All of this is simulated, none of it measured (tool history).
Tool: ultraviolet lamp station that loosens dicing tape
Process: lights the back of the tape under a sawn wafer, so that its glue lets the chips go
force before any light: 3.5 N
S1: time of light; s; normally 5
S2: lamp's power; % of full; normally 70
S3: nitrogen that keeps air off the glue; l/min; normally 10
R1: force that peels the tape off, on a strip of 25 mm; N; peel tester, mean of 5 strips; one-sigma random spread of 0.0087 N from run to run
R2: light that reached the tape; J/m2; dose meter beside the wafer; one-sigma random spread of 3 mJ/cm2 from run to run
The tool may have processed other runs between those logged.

run,hour,S1,S2,S3,R1,R2
1,0.0,5,70,10,0.430,4020
2,34.7,5,70,10,0.426,3980
3,59.0,5,70,10,0.438,3970
4,89.3,5,70,10,0.441,3950
5,117.5,5,70,10,0.429,3880
6,161.0,5,70,10,0.450,3840
7,189.8,5,70,10,0.434,3820
8,237.3,5,70,10,0.462,3810
9,272.6,5,70,10,0.473,3700
10,296.7,5,70,12,0.405,3690
11,323.5,5,70,12,0.430,3660
12,369.3,5,70,12,0.437,3590
13,396.2,5,70,15,0.403,3530
14,420.6,5,70,15,0.408,3510
15,456.2,5,70,15,0.419,3510
16,503.8,5,70,10,0.501,3450
# hour 521.7: window cleaned of glue's vapour
17,542.9,5,70,10,0.463,3910
18,575.7,5,70,10,0.440,3820
19,595.7,2,70,10,1.332,1560
20,624.8,5,70,10,0.452,3810
21,659.2,2,70,10,1.364,1470
22,681.0,2,70,10,1.354,1500
23,701.8,2,70,10,1.350,1530
24,738.6,2,70,10,1.348,1470
25,775.0,2,82,7,1.357,1680
26,819.5,5,70,9,0.526,3620
27,864.7,3,70,9,1.017,2110
28,900.8,3,63,9,1.138,1840
29,926.5,2,70,5,1.823,1390
30,948.5,2,70,5,1.752,1360
31,987.3,3,66,10,1.060,1920
32,1009.2,2,85,15,1.098,1640
33,1036.8,6,73,12,0.365,4180
34,1084.3,6,62,4,0.780,3500
35,1104.9,5,76,4,0.809,3520
36,1129.8,5,70,3,1.051,3230
# hour 1144.6: window cleaned of glue's vapour
37,1154.8,5,70,3,0.905,3600
38,1177.8,5,70,3,0.893,3560
39,1222.1,6,70,4,0.657,4230
40,1242.7,7,80,4,0.442,5620
41,1289.8,6,96,13,0.260,5730
42,1312.4,2,70,3,2.051,1400
43,1349.4,5,70,10,0.515,3400

Each row is a separate what-if for the run after 43, all from the same tool condition, not one after another. Results?
A,1368.8,3,66,8,?,?
B,1368.8,10,84,11,?,?
C,1368.8,5,70,7,?,?
D,1368.8,3,90,16,?,?

run,R1,R2
A,1.175,1880
B,0.235,8120
C,0.599,3400
D,0.611,2590
Without the tool's unlogged condition, the same runs would have read:
run,R1,R2
A,0.839,2550
B,0.227,10950
C,0.399,4590
D,0.406,3500
